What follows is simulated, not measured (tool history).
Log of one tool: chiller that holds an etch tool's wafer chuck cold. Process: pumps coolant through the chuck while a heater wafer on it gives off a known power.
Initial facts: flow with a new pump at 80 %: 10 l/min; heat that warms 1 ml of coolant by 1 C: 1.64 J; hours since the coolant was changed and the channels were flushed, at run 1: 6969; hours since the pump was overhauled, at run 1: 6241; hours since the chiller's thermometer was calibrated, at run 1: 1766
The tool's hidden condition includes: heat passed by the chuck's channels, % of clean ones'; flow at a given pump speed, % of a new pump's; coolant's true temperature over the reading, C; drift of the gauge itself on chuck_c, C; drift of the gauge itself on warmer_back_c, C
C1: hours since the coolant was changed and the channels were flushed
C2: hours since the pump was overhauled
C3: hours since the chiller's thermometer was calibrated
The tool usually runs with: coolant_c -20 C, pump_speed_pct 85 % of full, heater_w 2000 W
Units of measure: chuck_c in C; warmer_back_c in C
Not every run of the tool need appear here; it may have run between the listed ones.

run 1 hour=0 | coolant_c=-20 pump_speed_pct=85 heater_w=2000 | C1=6969 C2=6241 C3=1766 | chuck_c=-4.2 warmer_back_c=6.86
run 2 hour=96.2 | coolant_c=-20 pump_speed_pct=85 heater_w=2000 | C1=7065 C2=6337 C3=1863 | chuck_c=-3.9 warmer_back_c=6.9
run 3 hour=232.1 | coolant_c=-20 pump_speed_pct=85 heater_w=2000 | C1=7201 C2=6473 C3=1999 | chuck_c=-3.8 warmer_back_c=6.83
run 4 hour=389 | coolant_c=-20 pump_speed_pct=85 heater_w=2000 | C1=7358 C2=6630 C3=2155 | chuck_c=-3.9 warmer_back_c=6.76
run 5 hour=564.3 | coolant_c=-20 pump_speed_pct=85 heater_w=2000 | C1=7533 C2=6805 C3=2331 | chuck_c=-4 warmer_back_c=6.8
run 6 hour=658 | coolant_c=-20 pump_speed_pct=85 heater_w=2000 | C1=7627 C2=6899 C3=2424 | chuck_c=-3.9 warmer_back_c=6.79
run 7 hour=796.5 | coolant_c=-26 pump_speed_pct=63 heater_w=2703 | C1=7766 C2=7038 C3=2563 | chuck_c=2.5 warmer_back_c=12.85
run 8 hour=919.8 | coolant_c=-20 pump_speed_pct=63 heater_w=2000 | C1=7889 C2=7161 C3=2686 | chuck_c=1.3 warmer_back_c=9.43
run 9 hour=1108.1 | coolant_c=-20 pump_speed_pct=98 heater_w=1038 | C1=8077 C2=7349 C3=2875 | chuck_c=-12.7 warmer_back_c=2.94
run 10 hour=1291.6 | coolant_c=-11 pump_speed_pct=71 heater_w=2000 | C1=8261 C2=7533 C3=3058 | chuck_c=8 warmer_back_c=8.24
run 11 hour=1480.1 | coolant_c=-24 pump_speed_pct=85 heater_w=1569 | C1=8449 C2=7721 C3=3247 | chuck_c=-11.4 warmer_back_c=5.23

5 ways to go on from here, each from the tool as it stands after run 11. What would each give?
run A hour=1562.6 | coolant_c=-24 pump_speed_pct=85 heater_w=2803 | C1=8532 C2=7804 C3=3329 | chuck_c=? warmer_back_c=?
run B hour=1562.6 | coolant_c=-11 pump_speed_pct=85 heater_w=1569 | C1=8532 C2=7804 C3=3329 | chuck_c=? warmer_back_c=?
run C hour=1562.6 | coolant_c=-26 pump_speed_pct=85 heater_w=1469 | C1=8532 C2=7804 C3=3329 | chuck_c=? warmer_back_c=?
run D hour=1562.6 | coolant_c=-24 pump_speed_pct=85 heater_w=2031 | C1=8532 C2=7804 C3=3329 | chuck_c=? warmer_back_c=?
run E hour=1562.6 | coolant_c=-20 pump_speed_pct=85 heater_w=1401 | C1=8532 C2=7804 C3=3329 | chuck_c=? warmer_back_c=?

run=A chuck_c=-1.5 warmer_back_c=9.48
run=B chuck_c=1.4 warmer_back_c=5.27
run=C chuck_c=-14.1 warmer_back_c=4.91
run=D chuck_c=-7.8 warmer_back_c=6.83
run=E chuck_c=-8.8 warmer_back_c=4.64
With no hidden state in the tool, these same runs would have given:
run=A chuck_c=-1.5 warmer_back_c=9.62
run=B chuck_c=1.4 warmer_back_c=5.4
run=C chuck_c=-14.1 warmer_back_c=5.05
run=D chuck_c=-7.8 warmer_back_c=6.97
run=E chuck_c=-8.8 warmer_back_c=4.78

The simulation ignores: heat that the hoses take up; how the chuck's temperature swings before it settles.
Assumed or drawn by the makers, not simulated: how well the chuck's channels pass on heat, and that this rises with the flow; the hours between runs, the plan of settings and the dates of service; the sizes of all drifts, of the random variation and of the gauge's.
